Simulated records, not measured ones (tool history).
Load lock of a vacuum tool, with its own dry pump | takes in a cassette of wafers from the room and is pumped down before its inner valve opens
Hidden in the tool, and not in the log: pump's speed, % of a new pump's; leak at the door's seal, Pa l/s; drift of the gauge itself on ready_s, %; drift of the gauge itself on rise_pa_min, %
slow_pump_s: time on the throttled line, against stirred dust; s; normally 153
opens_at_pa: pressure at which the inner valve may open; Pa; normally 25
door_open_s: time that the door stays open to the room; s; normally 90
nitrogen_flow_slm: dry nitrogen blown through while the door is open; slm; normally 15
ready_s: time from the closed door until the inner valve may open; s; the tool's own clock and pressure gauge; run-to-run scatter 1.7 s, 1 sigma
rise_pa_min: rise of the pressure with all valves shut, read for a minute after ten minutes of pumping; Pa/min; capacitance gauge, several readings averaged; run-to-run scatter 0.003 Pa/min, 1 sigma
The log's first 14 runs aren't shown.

run    hour  slow_pump_s  opens_at_pa  door_open_s  nitrogen_flow_slm  hours that the pump has run since its overhaul  times that the door has closed on its seal  incoming humidity of the room's air, %  ready_s  rise_pa_min
 15  1878.7          153           25           90                  6                                           15876                                       15487                                    45.2    293.7        0.119
 16  1987.7          153           25           45                 15                                           15985                                       15798                                    43.5      297        0.099
 17  2108.8          153           25           90                 15                                           16106                                       16143                                      44    295.4        0.115
 18  2248.1          153           25           90                 15                                           16246                                       16541                                    46.4    294.9        0.112
 19  2356.5          153           25           90                 15                                           16354                                       16850                                    45.1    297.9        0.115
 20  2456.2          153           40           90                 15                                           16454                                       17134                                    43.5    285.7        0.118
 21  2632.3          153           21           90                  7                                           16630                                       17637                                    48.9    297.1        0.137
 22    2728          236           25          113                 15                                           16726                                       17909                                    42.6    356.9        0.134
 23  2896.2          124           25          113                  7                                           16894                                       18389                                    48.9    276.4        0.145
 24  3090.9          217           40           90                 21                                           17089                                       18945                                    45.5    332.9        0.128
 25  3241.2          217           40           90                 21                                           17239                                       19373                                    44.1      333        0.134
 26  3347.6          277           31           90                 21                                           17345                                       19677                                      46    379.6        0.133
 27  3539.6          153           21          141                  6                                           17537                                       20224                                      48    300.8        0.172
 28  3628.6          167           25          129                  5                                           17626                                       20478                                    40.7    306.7        0.157
 29  3781.8          289           42           27                  4                                           17779                                       20915                                    43.3    380.6        0.141
 30    3973          289           42           27                  4                                           17971                                       21460                                    43.8    388.2        0.141
 31  4122.7          280           37           27                  4                                           18120                                       21887                                    43.3    381.5        0.145
 32  4302.2          280           37           27                  4                                           18300                                       22399                                    44.2    381.1         0.14
 33  4393.9          280           37           26                 17                                           18392                                       22661                                    44.4    386.2        0.143
 34  4549.4          280           37           26                 17                                           18547                                       23105                                      43    386.1        0.147
 35  4635.1           96           31          153                 17                                           18633                                       23349                                    44.9    252.1        0.183
 36  4766.4           96           32          153                  5                                           18764                                       23723                                    44.5    253.3         0.19

3 options for the next run, each taken on its own from the tool as it stands now. Forecast them:
  A  4889.1          211           22           67                 15                                           18887                                       24074                                    47.8        ?            ?
  B  4889.1          153           25          147                  4                                           18887                                       24074                                    46.1        ?            ?
  C  4889.1          151           32          171                 31                                           18887                                       24074                                    47.2        ?            ?

run  ready_s  rise_pa_min
  A    346.2        0.167
  B    297.2        0.204
  C      293        0.179
What these runs would have given with no unlogged condition in the tool:
run  ready_s  rise_pa_min
  A    330.8        0.028
  B    280.1        0.061
  C    276.6        0.036

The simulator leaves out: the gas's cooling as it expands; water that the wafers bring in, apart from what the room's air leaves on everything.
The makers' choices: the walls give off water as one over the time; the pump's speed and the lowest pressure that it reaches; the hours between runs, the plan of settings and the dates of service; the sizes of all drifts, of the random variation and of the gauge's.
